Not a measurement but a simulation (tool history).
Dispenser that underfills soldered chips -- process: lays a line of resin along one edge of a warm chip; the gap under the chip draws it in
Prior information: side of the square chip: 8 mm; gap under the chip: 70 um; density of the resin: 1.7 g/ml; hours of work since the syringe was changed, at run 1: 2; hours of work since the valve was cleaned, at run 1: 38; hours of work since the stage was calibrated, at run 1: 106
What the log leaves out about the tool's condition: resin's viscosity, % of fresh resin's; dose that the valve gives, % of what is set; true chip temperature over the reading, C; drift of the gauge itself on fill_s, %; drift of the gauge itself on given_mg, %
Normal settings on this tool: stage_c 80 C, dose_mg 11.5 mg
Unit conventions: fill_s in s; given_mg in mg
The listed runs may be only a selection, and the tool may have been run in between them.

run,day,stage_c,dose_mg,hours of work since the syringe was changed,hours of work since the valve was cleaned,hours of work since the stage was calibrated,fill_s,given_mg
1,0.000,80,11.5,2,38,106,71.1,11.31
# day 0.208: new syringe of resin
2,0.312,80,11.5,2,44,111,73.3,11.18
# day 0.500: new syringe of resin
3,0.650,80,11.5,3,50,117,75.9,11.18
# day 0.800: new syringe of resin
# day 0.950: dispensing valve cleaned and set on the balance
4,1.042,80,11.5,4,2,124,77.1,11.50
# day 1.154: new syringe of resin
5,1.396,80,11.5,5,8,130,79.0,11.45
# day 1.446: new syringe of resin
6,1.679,80,13.3,4,13,135,77.7,13.16
# day 1.758: new syringe of resin
7,1.950,66,11.5,4,18,140,156.1,11.39
# day 2.058: new syringe of resin
8,2.146,66,11.5,2,21,143,142.7,11.33
# day 2.375: new syringe of resin
9,2.471,66,11.5,2,27,149,141.5,11.31
# day 2.696: new syringe of resin
10,2.742,66,11.5,1,32,154,137.6,11.29
# day 3.000: new syringe of resin
11,3.046,66,11.5,1,38,159,141.0,11.18
# day 3.312: new syringe of resin
12,3.392,66,11.5,2,44,166,140.5,11.16
# day 3.608: new syringe of resin
13,3.754,66,11.5,3,50,172,148.9,11.16
# day 3.917: new syringe of resin
14,3.962,81,13.4,1,54,176,63.3,13.00
# day 4.038: dispensing valve cleaned and set on the balance
# day 4.275: new syringe of resin
15,4.354,81,13.4,1,6,182,63.4,13.30
16,4.517,81,13.4,4,9,185,72.2,13.32
# day 4.567: new syringe of resin
17,4.746,70,12.0,3,13,189,122.2,11.90
# day 4.888: new syringe of resin
18,4.942,87,13.2,1,16,193,47.9,13.01
# day 5.179: new syringe of resin
19,5.233,87,13.2,1,21,198,48.5,12.96
# day 5.475: new syringe of resin
20,5.588,75,11.4,2,28,204,90.5,11.19
21,5.733,84,13.8,5,31,207,66.3,13.53
# day 5.767: new syringe of resin
22,6.033,79,13.0,5,36,212,81.9,12.76

What differs in the tool's unlogged condition from the final listed run ahead of each entry between runs to the first listed run following it?
Logged between run 1 and run 2: new syringe of resin (day 0.208)
  resin's viscosity, % of fresh resin's: 107 -> 109.4; dose that the valve gives, % of what is set: 98.27 -> 97.99; true chip temperature over the reading, C: 0.62 -> 0.67
  measured value less the no-hidden-state value, fill_s: +2.8 -> +4.3 s; given_mg: -0.20 -> -0.23 mg
Logged between run 2 and run 3: new syringe of resin (day 0.500)
  resin's viscosity, % of fresh resin's: 109.4 -> 113; dose that the valve gives, % of what is set: 97.99 -> 97.69; true chip temperature over the reading, C: 0.67 -> 0.71
  measured value less the no-hidden-state value, fill_s: +4.3 -> +6.6 s; given_mg: -0.23 -> -0.27 mg
Logged between run 3 and run 4: new syringe of resin (day 0.800); dispensing valve cleaned and set on the balance (day 0.950)
  resin's viscosity, % of fresh resin's: 113 -> 115.6; dose that the valve gives, % of what is set: 97.69 -> 99.81; true chip temperature over the reading, C: 0.71 -> 0.75
  measured value less the no-hidden-state value, fill_s: +6.6 -> +7.8 s; given_mg: -0.27 -> -0.03 mg
Logged between run 4 and run 5: new syringe of resin (day 1.154)
  resin's viscosity, % of fresh resin's: 115.6 -> 119.6; dose that the valve gives, % of what is set: 99.81 -> 99.48; true chip temperature over the reading, C: 0.75 -> 0.8
  measured value less the no-hidden-state value, fill_s: +7.8 -> +10.4 s; given_mg: -0.03 -> -0.06 mg
Logged between run 5 and run 6: new syringe of resin (day 1.446)
  resin's viscosity, % of fresh resin's: 119.6 -> 119; dose that the valve gives, % of what is set: 99.48 -> 99.21; true chip temperature over the reading, C: 0.8 -> 0.84
  measured value less the no-hidden-state value, fill_s: +10.4 -> +9.8 s; given_mg: -0.06 -> -0.10 mg
Logged between run 6 and run 7: new syringe of resin (day 1.758)
  resin's viscosity, % of fresh resin's: 119 -> 116.5; dose that the valve gives, % of what is set: 99.21 -> 98.95; true chip temperature over the reading, C: 0.84 -> 0.87
  measured value less the no-hidden-state value, fill_s: +9.8 -> +16.0 s; given_mg: -0.10 -> -0.12 mg
Logged between run 7 and run 8: new syringe of resin (day 2.058)
  resin's viscosity, % of fresh resin's: 116.5 -> 106.6; dose that the valve gives, % of what is set: 98.95 -> 98.76; true chip temperature over the reading, C: 0.87 -> 0.9
  measured value less the no-hidden-state value, fill_s: +16.0 -> +2.8 s; given_mg: -0.12 -> -0.14 mg
Logged between run 8 and run 9: new syringe of resin (day 2.375)
  resin's viscosity, % of fresh resin's: 106.6 -> 108.2; dose that the valve gives, % of what is set: 98.76 -> 98.47; true chip temperature over the reading, C: 0.9 -> 0.94
  measured value less the no-hidden-state value, fill_s: +2.8 -> +4.4 s; given_mg: -0.14 -> -0.18 mg
Logged between run 9 and run 10: new syringe of resin (day 2.696)
  resin's viscosity, % of fresh resin's: 108.2 -> 103.1; dose that the valve gives, % of what is set: 98.47 -> 98.24; true chip temperature over the reading, C: 0.94 -> 0.98
  measured value less the no-hidden-state value, fill_s: +4.4 -> -2.4 s; given_mg: -0.18 -> -0.20 mg
Logged between run 10 and run 11: new syringe of resin (day 3.000)
  resin's viscosity, % of fresh resin's: 103.1 -> 105; dose that the valve gives, % of what is set: 98.24 -> 98; true chip temperature over the reading, C: 0.98 -> 1.01
  measured value less the no-hidden-state value, fill_s: -2.4 -> -0.1 s; given_mg: -0.20 -> -0.23 mg
Logged between run 11 and run 12: new syringe of resin (day 3.312)
  resin's viscosity, % of fresh resin's: 105 -> 106.6; dose that the valve gives, % of what is set: 98 -> 97.67; true chip temperature over the reading, C: 1.01 -> 1.06
  measured value less the no-hidden-state value, fill_s: -0.1 -> +1.6 s; given_mg: -0.23 -> -0.27 mg
Logged between run 12 and run 13: new syringe of resin (day 3.608)
  resin's viscosity, % of fresh resin's: 106.6 -> 110.8; dose that the valve gives, % of what is set: 97.67 -> 97.35; true chip temperature over the reading, C: 1.06 -> 1.11
  measured value less the no-hidden-state value, fill_s: +1.6 -> +7.1 s; given_mg: -0.27 -> -0.31 mg
Logged between run 13 and run 14: new syringe of resin (day 3.917)
  resin's viscosity, % of fresh resin's: 110.8 -> 103.3; dose that the valve gives, % of what is set: 97.35 -> 97.16; true chip temperature over the reading, C: 1.11 -> 1.14
  measured value less the no-hidden-state value, fill_s: +7.1 -> -1.3 s; given_mg: -0.31 -> -0.38 mg
Logged between run 14 and run 15: dispensing valve cleaned and set on the balance (day 4.038); new syringe of resin (day 4.275)
  resin's viscosity, % of fresh resin's: 103.3 -> 105.3; dose that the valve gives, % of what is set: 97.16 -> 99.48; true chip temperature over the reading, C: 1.14 -> 1.18
  measured value less the no-hidden-state value, fill_s: -1.3 -> -0.3 s; given_mg: -0.38 -> -0.07 mg
Logged between run 16 and run 17: new syringe of resin (day 4.567)
  resin's viscosity, % of fresh resin's: 119.6 -> 117.1; dose that the valve gives, % of what is set: 99.32 -> 99.13; true chip temperature over the reading, C: 1.2 -> 1.23
  measured value less the no-hidden-state value, fill_s: +8.3 -> +11.1 s; given_mg: -0.09 -> -0.11 mg
Logged between run 17 and run 18: new syringe of resin (day 4.888)
  resin's viscosity, % of fresh resin's: 117.1 -> 104.6; dose that the valve gives, % of what is set: 99.13 -> 98.97; true chip temperature over the reading, C: 1.23 -> 1.26
  measured value less the no-hidden-state value, fill_s: +11.1 -> -0.6 s; given_mg: -0.11 -> -0.14 mg
Logged between run 18 and run 19: new syringe of resin (day 5.179)
  resin's viscosity, % of fresh resin's: 104.6 -> 104.9; dose that the valve gives, % of what is set: 98.97 -> 98.69; true chip temperature over the reading, C: 1.26 -> 1.29
  measured value less the no-hidden-state value, fill_s: -0.6 -> -0.6 s; given_mg: -0.14 -> -0.17 mg
Logged between run 19 and run 20: new syringe of resin (day 5.475)
  resin's viscosity, % of fresh resin's: 104.9 -> 110; dose that the valve gives, % of what is set: 98.69 -> 98.36; true chip temperature over the reading, C: 1.29 -> 1.34
  measured value less the no-hidden-state value, fill_s: -0.6 -> +2.8 s; given_mg: -0.17 -> -0.19 mg
Logged between run 21 and run 22: new syringe of resin (day 5.767)
  resin's viscosity, % of fresh resin's: 123.6 -> 124.1; dose that the valve gives, % of what is set: 98.23 -> 97.96; true chip temperature over the reading, C: 1.37 -> 1.41
  measured value less the no-hidden-state value, fill_s: +9.1 -> +11.3 s; given_mg: -0.25 -> -0.27 mg

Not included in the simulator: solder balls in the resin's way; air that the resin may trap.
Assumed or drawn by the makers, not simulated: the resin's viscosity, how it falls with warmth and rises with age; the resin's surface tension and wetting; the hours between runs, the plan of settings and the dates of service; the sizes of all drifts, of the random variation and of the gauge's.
